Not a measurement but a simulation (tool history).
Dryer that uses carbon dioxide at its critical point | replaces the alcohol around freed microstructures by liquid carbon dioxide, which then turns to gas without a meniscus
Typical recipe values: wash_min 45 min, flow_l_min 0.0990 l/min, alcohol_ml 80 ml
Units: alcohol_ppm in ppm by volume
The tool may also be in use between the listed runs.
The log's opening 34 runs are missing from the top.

Run 35, hour 888.3: usual settings but wash_min 30 min, flow_l_min 0.0838 l/min, alcohol_ml 103 ml. Result: alcohol_ppm 5267 ppm by volume.
At hour 901.1: purifier's bed changed.
Run 36, hour 924.6: usual settings but wash_min 58 min, flow_l_min 0.0762 l/min, alcohol_ml 36 ml. Result: alcohol_ppm 128 ppm by volume.
Run 37, hour 942.0: usual settings but wash_min 33 min, flow_l_min 0.0762 l/min, alcohol_ml 36 ml. Result: alcohol_ppm 1795 ppm by volume.
Run 38, hour 962.2: usual settings but alcohol_ml 23 ml. Result: alcohol_ppm 81 ppm by volume.
Run 39, hour 991.4: usual settings but flow_l_min 0.0981 l/min, alcohol_ml 21 ml. Result: alcohol_ppm 92 ppm by volume.
Run 40, hour 1018.1: usual settings but wash_min 59 min, flow_l_min 0.0956 l/min, alcohol_ml 65 ml. Result: alcohol_ppm 60 ppm by volume.
Run 41, hour 1050.7: usual settings but wash_min 59 min, flow_l_min 0.0956 l/min, alcohol_ml 65 ml. Result: alcohol_ppm 80 ppm by volume.
Run 42, hour 1067.0: usual settings but wash_min 57 min, flow_l_min 0.0713 l/min, alcohol_ml 37 ml. Result: alcohol_ppm 247 ppm by volume.
Run 43, hour 1099.5: usual settings but wash_min 57 min, flow_l_min 0.0713 l/min, alcohol_ml 37 ml. Result: alcohol_ppm 265 ppm by volume.
Run 44, hour 1132.3: usual settings but wash_min 67 min, flow_l_min 0.0611 l/min. Result: alcohol_ppm 479 ppm by volume.
Run 45, hour 1153.3: usual settings but wash_min 67 min, flow_l_min 0.0786 l/min. Result: alcohol_ppm 152 ppm by volume.
Run 46, hour 1186.6: usual settings but wash_min 67 min, flow_l_min 0.0786 l/min. Result: alcohol_ppm 156 ppm by volume.

Branching from run 46: 3 alternative next runs. What would each branch give?
Run A, hour 1205.0: usual settings but wash_min 38 min, flow_l_min 0.0786 l/min. Result: alcohol_ppm ?.
Run B, hour 1205.0: usual settings but flow_l_min 0.0862 l/min, alcohol_ml 44 ml. Result: alcohol_ppm ?.
Run C, hour 1205.0: usual settings but wash_min 33 min, alcohol_ml 21 ml. Result: alcohol_ppm ?.

run  alcohol_ppm
  A         2303
  B          415
  C          476
Without the tool's unlogged condition, the same runs would have read:
run  alcohol_ppm
  A         1846
  B          271
  C          329

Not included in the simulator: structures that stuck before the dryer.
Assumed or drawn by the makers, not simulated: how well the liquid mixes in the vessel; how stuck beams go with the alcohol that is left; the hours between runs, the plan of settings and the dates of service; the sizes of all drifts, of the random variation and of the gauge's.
